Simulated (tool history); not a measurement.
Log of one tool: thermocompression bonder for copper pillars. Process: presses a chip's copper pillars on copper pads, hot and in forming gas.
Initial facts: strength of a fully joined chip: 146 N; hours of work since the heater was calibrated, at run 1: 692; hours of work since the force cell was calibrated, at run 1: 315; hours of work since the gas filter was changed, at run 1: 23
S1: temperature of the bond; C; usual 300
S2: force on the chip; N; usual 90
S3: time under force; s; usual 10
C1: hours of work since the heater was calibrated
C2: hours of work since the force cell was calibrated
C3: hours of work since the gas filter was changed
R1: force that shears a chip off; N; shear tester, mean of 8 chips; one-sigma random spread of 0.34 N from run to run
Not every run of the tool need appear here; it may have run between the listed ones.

run,hour,S1,S2,S3,C1,C2,C3,R1
1,0,300,90,10,692,315,23,79.4
2,15.4,300,90,21,700,323,30,98.7
3,26.1,300,90,6,705,329,36,66.3
4,35.3,300,90,6,710,333,41,66.7
5,45.9,300,90,6,715,339,46,66.5
6,54.4,300,90,6,720,343,50,66.4
7,71.5,300,90,6,728,352,59,66.7
8,88.6,300,90,6,737,361,68,65.9
9,101.6,300,90,6,744,367,74,66.1
10,114.8,300,90,6,751,374,81,66.1
11,123.4,300,90,10,755,378,85,78.8
12,131.3,300,90,10,759,382,89,79
13,139.9,300,90,10,763,387,94,79.1
14,155.9,300,90,10,771,395,102,78.9
15,173.1,324,90,10,780,404,111,97
16,187.7,300,90,10,788,411,118,78.5
17,202.1,300,90,10,795,418,126,79.2
# hour 204.9: heater calibrated with a thermocouple chip
18,219.8,300,90,10,8,426,134,78.4
19,226.9,300,92,10,11,430,137,79.2
20,237.7,300,102,10,17,435,143,84.8
21,252.2,301,81,6,24,443,150,61.4
# hour 263.4: forming gas filter changed
22,266.7,329,59,20,31,450,2,95.3
23,282.1,329,59,16,39,458,10,89.3
24,296.4,291,64,18,46,465,17,68.6
25,310.4,291,56,18,53,472,24,62.7
26,318.9,293,110,6,58,477,28,69.9
27,330.1,293,110,6,63,482,34,70.6
28,341,300,90,14,69,488,40,86.8
29,349.8,282,90,9,73,492,44,62.2
30,365.3,328,100,10,81,500,52,103.2
31,374.6,300,90,10,86,505,57,77.7
32,389.2,300,90,10,94,512,64,77
33,397.9,300,90,10,98,517,68,77.5
34,406.1,300,108,26,102,521,73,110.6
# hour 415.1: gauge calibrated
35,419.2,300,108,13,109,528,79,96.4
36,435.6,293,108,9,117,536,88,80.9
37,445,316,87,12,122,541,92,94.2
38,454.7,318,90,10,127,546,97,92.9
39,468.2,329,90,8,134,553,104,94.3

Across each entry between runs, compare the hidden state at the last listed run before it with the hidden state at the first listed run after it:
Run 17 -> run 18: heater calibrated with a thermocouple chip (hour 204.9)
  true temperature of the bond over the reading, C: 0.4 -> 0; oxide that the forming gas leaves, % of the face: 0.6 -> 0.61; drift of the gauge itself on shear_n, %: -1.21 -> -1.31
  measured result minus the result with no hidden state, R1: -0.7 -> -1.1 N
Run 21 -> run 22: forming gas filter changed (hour 263.4)
  oxide that the forming gas leaves, % of the face: 0.62 -> 0.51; drift of the gauge itself on shear_n, %: -1.5 -> -1.58
  measured result minus the result with no hidden state, R1: -1 -> -1.5 N
Run 34 -> run 35: gauge calibrated (hour 415.1)
  drift of the gauge itself on shear_n, %: -2.42 -> -0.02
  measured result minus the result with no hidden state, R1: -2.7 -> +0 N
